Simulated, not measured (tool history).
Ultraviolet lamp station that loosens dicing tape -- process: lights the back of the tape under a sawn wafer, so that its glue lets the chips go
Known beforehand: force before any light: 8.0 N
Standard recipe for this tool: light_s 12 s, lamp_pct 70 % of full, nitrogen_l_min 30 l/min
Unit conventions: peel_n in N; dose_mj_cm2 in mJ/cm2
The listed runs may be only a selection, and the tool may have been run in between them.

{"run": 1, "hour": 0.0, "light_s": 12, "lamp_pct": 70, "nitrogen_l_min": 30, "peel_n": 0.679, "dose_mj_cm2": 457}
{"run": 2, "hour": 6.4, "light_s": 12, "lamp_pct": 70, "nitrogen_l_min": 30, "peel_n": 0.688, "dose_mj_cm2": 452}
{"run": 3, "hour": 13.8, "light_s": 12, "lamp_pct": 70, "nitrogen_l_min": 30, "peel_n": 0.681, "dose_mj_cm2": 457}
{"run": 4, "hour": 17.8, "light_s": 12, "lamp_pct": 63, "nitrogen_l_min": 30, "peel_n": 0.861, "dose_mj_cm2": 408}
{"run": 5, "hour": 22.6, "light_s": 12, "lamp_pct": 63, "nitrogen_l_min": 30, "peel_n": 0.876, "dose_mj_cm2": 407}
{"run": 6, "hour": 27.0, "light_s": 12, "lamp_pct": 70, "nitrogen_l_min": 14, "peel_n": 1.108, "dose_mj_cm2": 453}
{"run": 7, "hour": 32.2, "light_s": 12, "lamp_pct": 70, "nitrogen_l_min": 14, "peel_n": 1.135, "dose_mj_cm2": 452}
{"run": 8, "hour": 36.5, "light_s": 12, "lamp_pct": 70, "nitrogen_l_min": 14, "peel_n": 1.161, "dose_mj_cm2": 445}
{"run": 9, "hour": 43.0, "light_s": 12, "lamp_pct": 70, "nitrogen_l_min": 14, "peel_n": 1.148, "dose_mj_cm2": 449}
{"run": 10, "hour": 51.5, "light_s": 12, "lamp_pct": 70, "nitrogen_l_min": 14, "peel_n": 1.144, "dose_mj_cm2": 446}
{"run": 11, "hour": 58.0, "light_s": 12, "lamp_pct": 70, "nitrogen_l_min": 30, "peel_n": 0.706, "dose_mj_cm2": 446}
{"run": 12, "hour": 64.7, "light_s": 12, "lamp_pct": 70, "nitrogen_l_min": 30, "peel_n": 0.699, "dose_mj_cm2": 444}
{"run": 13, "hour": 71.6, "light_s": 7, "lamp_pct": 70, "nitrogen_l_min": 30, "peel_n": 1.901, "dose_mj_cm2": 259}
{"run": 14, "hour": 77.9, "light_s": 7, "lamp_pct": 70, "nitrogen_l_min": 30, "peel_n": 1.892, "dose_mj_cm2": 257}
{"run": 15, "hour": 82.3, "light_s": 7, "lamp_pct": 70, "nitrogen_l_min": 30, "peel_n": 1.871, "dose_mj_cm2": 255}
{"run": 16, "hour": 90.6, "light_s": 12, "lamp_pct": 70, "nitrogen_l_min": 30, "peel_n": 0.728, "dose_mj_cm2": 441}
{"run": 17, "hour": 95.1, "light_s": 12, "lamp_pct": 70, "nitrogen_l_min": 30, "peel_n": 0.733, "dose_mj_cm2": 436}
{"run": 18, "hour": 103.8, "light_s": 12, "lamp_pct": 70, "nitrogen_l_min": 30, "peel_n": 0.706, "dose_mj_cm2": 437}
{"run": 19, "hour": 112.3, "light_s": 12, "lamp_pct": 70, "nitrogen_l_min": 30, "peel_n": 0.73, "dose_mj_cm2": 437}
{"run": 20, "hour": 117.1, "light_s": 12, "lamp_pct": 69, "nitrogen_l_min": 30, "peel_n": 0.755, "dose_mj_cm2": 431}
{"run": 21, "hour": 125.1, "light_s": 12, "lamp_pct": 69, "nitrogen_l_min": 30, "peel_n": 0.757, "dose_mj_cm2": 436}
{"hour": 128.5, "done": "window cleaned of glue's vapour"}
{"run": 22, "hour": 134.6, "light_s": 12, "lamp_pct": 69, "nitrogen_l_min": 30, "peel_n": 0.629, "dose_mj_cm2": 465}
{"run": 23, "hour": 143.0, "light_s": 18, "lamp_pct": 60, "nitrogen_l_min": 11, "peel_n": 0.755, "dose_mj_cm2": 610}
{"run": 24, "hour": 146.9, "light_s": 18, "lamp_pct": 60, "nitrogen_l_min": 11, "peel_n": 0.756, "dose_mj_cm2": 605}
{"run": 25, "hour": 153.9, "light_s": 12, "lamp_pct": 70, "nitrogen_l_min": 46, "peel_n": 0.503, "dose_mj_cm2": 467}
{"run": 26, "hour": 162.6, "light_s": 7, "lamp_pct": 95, "nitrogen_l_min": 10, "peel_n": 1.969, "dose_mj_cm2": 369}
{"run": 27, "hour": 166.3, "light_s": 12, "lamp_pct": 61, "nitrogen_l_min": 17, "peel_n": 1.235, "dose_mj_cm2": 405}
{"run": 28, "hour": 171.0, "light_s": 12, "lamp_pct": 61, "nitrogen_l_min": 17, "peel_n": 1.221, "dose_mj_cm2": 405}
{"run": 29, "hour": 178.1, "light_s": 23, "lamp_pct": 61, "nitrogen_l_min": 30, "peel_n": 0.215, "dose_mj_cm2": 777}
{"run": 30, "hour": 186.7, "light_s": 20, "lamp_pct": 75, "nitrogen_l_min": 41, "peel_n": 0.169, "dose_mj_cm2": 838}
{"run": 31, "hour": 193.7, "light_s": 10, "lamp_pct": 70, "nitrogen_l_min": 30, "peel_n": 0.952, "dose_mj_cm2": 387}
{"run": 32, "hour": 202.5, "light_s": 10, "lamp_pct": 70, "nitrogen_l_min": 30, "peel_n": 0.96, "dose_mj_cm2": 385}
{"run": 33, "hour": 208.9, "light_s": 20, "lamp_pct": 76, "nitrogen_l_min": 10, "peel_n": 0.406, "dose_mj_cm2": 831}
{"run": 34, "hour": 215.0, "light_s": 12, "lamp_pct": 75, "nitrogen_l_min": 11, "peel_n": 1.151, "dose_mj_cm2": 491}
{"run": 35, "hour": 223.6, "light_s": 12, "lamp_pct": 70, "nitrogen_l_min": 15, "peel_n": 1.05, "dose_mj_cm2": 459}
{"run": 36, "hour": 229.2, "light_s": 12, "lamp_pct": 95, "nitrogen_l_min": 30, "peel_n": 0.337, "dose_mj_cm2": 623}
{"run": 37, "hour": 234.7, "light_s": 12, "lamp_pct": 85, "nitrogen_l_min": 52, "peel_n": 0.324, "dose_mj_cm2": 557}
{"run": 38, "hour": 238.4, "light_s": 12, "lamp_pct": 85, "nitrogen_l_min": 52, "peel_n": 0.308, "dose_mj_cm2": 556}
{"run": 39, "hour": 246.3, "light_s": 12, "lamp_pct": 61, "nitrogen_l_min": 41, "peel_n": 0.789, "dose_mj_cm2": 392}
{"run": 40, "hour": 254.4, "light_s": 12, "lamp_pct": 61, "nitrogen_l_min": 41, "peel_n": 0.765, "dose_mj_cm2": 393}
{"run": 41, "hour": 259.1, "light_s": 12, "lamp_pct": 61, "nitrogen_l_min": 9, "peel_n": 1.802, "dose_mj_cm2": 392}
{"run": 42, "hour": 266.6, "light_s": 12, "lamp_pct": 61, "nitrogen_l_min": 9, "peel_n": 1.859, "dose_mj_cm2": 392}

5 ways to go on from here, each from the tool as it stands after run 42. What would each give?
{"run": "A", "hour": 272.4, "light_s": 12, "lamp_pct": 61, "nitrogen_l_min": 13, "peel_n": "?", "dose_mj_cm2": "?"}
{"run": "B", "hour": 272.4, "light_s": 8, "lamp_pct": 84, "nitrogen_l_min": 16, "peel_n": "?", "dose_mj_cm2": "?"}
{"run": "C", "hour": 272.4, "light_s": 15, "lamp_pct": 69, "nitrogen_l_min": 55, "peel_n": "?", "dose_mj_cm2": "?"}
{"run": "D", "hour": 272.4, "light_s": 12, "lamp_pct": 68, "nitrogen_l_min": 19, "peel_n": "?", "dose_mj_cm2": "?"}
{"run": "E", "hour": 272.4, "light_s": 12, "lamp_pct": 94, "nitrogen_l_min": 27, "peel_n": "?", "dose_mj_cm2": "?"}

run=A peel_n=1.53 dose_mj_cm2=393
run=B peel_n=1.541 dose_mj_cm2=360
run=C peel_n=0.3 dose_mj_cm2=547
run=D peel_n=1.006 dose_mj_cm2=439
run=E peel_n=0.389 dose_mj_cm2=600
Take away the tool's hidden state, keep each run's random variation, and the runs would have read:
run=A peel_n=1.199 dose_mj_cm2=454
run=B peel_n=1.212 dose_mj_cm2=416
run=C peel_n=0.223 dose_mj_cm2=632
run=D peel_n=0.751 dose_mj_cm2=507
run=E peel_n=0.282 dose_mj_cm2=693

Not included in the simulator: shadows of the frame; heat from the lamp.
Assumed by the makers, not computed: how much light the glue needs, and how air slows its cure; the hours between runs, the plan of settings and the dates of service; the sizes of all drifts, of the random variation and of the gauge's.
